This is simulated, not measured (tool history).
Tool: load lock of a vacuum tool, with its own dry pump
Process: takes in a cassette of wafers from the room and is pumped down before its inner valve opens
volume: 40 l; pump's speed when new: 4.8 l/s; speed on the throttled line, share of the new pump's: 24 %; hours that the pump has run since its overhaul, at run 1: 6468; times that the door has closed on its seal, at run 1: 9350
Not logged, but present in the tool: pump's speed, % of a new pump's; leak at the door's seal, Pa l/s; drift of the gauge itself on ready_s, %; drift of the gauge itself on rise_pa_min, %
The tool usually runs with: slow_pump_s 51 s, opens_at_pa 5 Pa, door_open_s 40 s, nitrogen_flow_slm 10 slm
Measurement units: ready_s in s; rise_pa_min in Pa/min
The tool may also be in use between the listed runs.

run	day	slow_pump_s	opens_at_pa	door_open_s	nitrogen_flow_slm	hours that the pump has run since its overhaul	times that the door has closed on its seal	incoming humidity of the room's air, %	ready_s	rise_pa_min
1	0.000	51	5	40	10	6468	9350	43.1	132.3	0.076
2	3.308	51	5	40	10	6548	9729	47.5	133.7	0.090
3	6.988	51	5	40	10	6636	10151	42.7	132.9	0.089
4	12.804	96	5	40	10	6776	10818	45.0	166.9	0.096
5	18.683	51	5	40	10	6917	11492	43.6	134.1	0.107
6	21.917	51	5	40	10	6994	11863	48.0	133.3	0.110
7	24.700	51	5	40	10	7061	12182	46.2	133.3	0.108
8	28.817	51	5	40	10	7160	12654	45.2	134.1	0.109
9	34.796	51	5	40	10	7303	13339	45.3	135.0	0.119
10	40.625	51	5	40	10	7443	14008	43.3	135.1	0.119
11	44.396	51	5	46	33	7534	14440	44.7	134.3	0.123
12	49.879	68	9	55	9	7665	15068	44.9	139.9	0.148
13	56.667	68	9	55	9	7828	15846	46.7	140.1	0.157
14	61.196	88	7	27	9	7937	16366	46.7	157.7	0.148
15	67.358	88	7	27	9	8085	17072	41.0	157.7	0.157
16	70.446	55	7	40	28	8159	17426	46.2	134.9	0.159
17	73.462	33	5	132	32	8231	17772	45.4	123.3	0.180
18	77.162	33	5	132	32	8320	18196	43.9	123.2	0.185
19	83.933	39	5	25	32	8483	18972	44.5	127.3	0.183

Some steps in ready_s, run to run, broken into two amounts with sign: the step expected even without the hidden condition (settings, incoming material, random variation), and the rest, left for the hidden condition together with whatever gauge scatter is not in both the measured and the hidden-condition-free result:
Run 3 -> 4: slow_pump_s 51 -> 96. ready_s +34.0 s: hidden state -1.2, all else +35.2.
Run 4 -> 5: slow_pump_s 96 -> 51. ready_s -32.8 s: hidden state +1.7, all else -34.5.
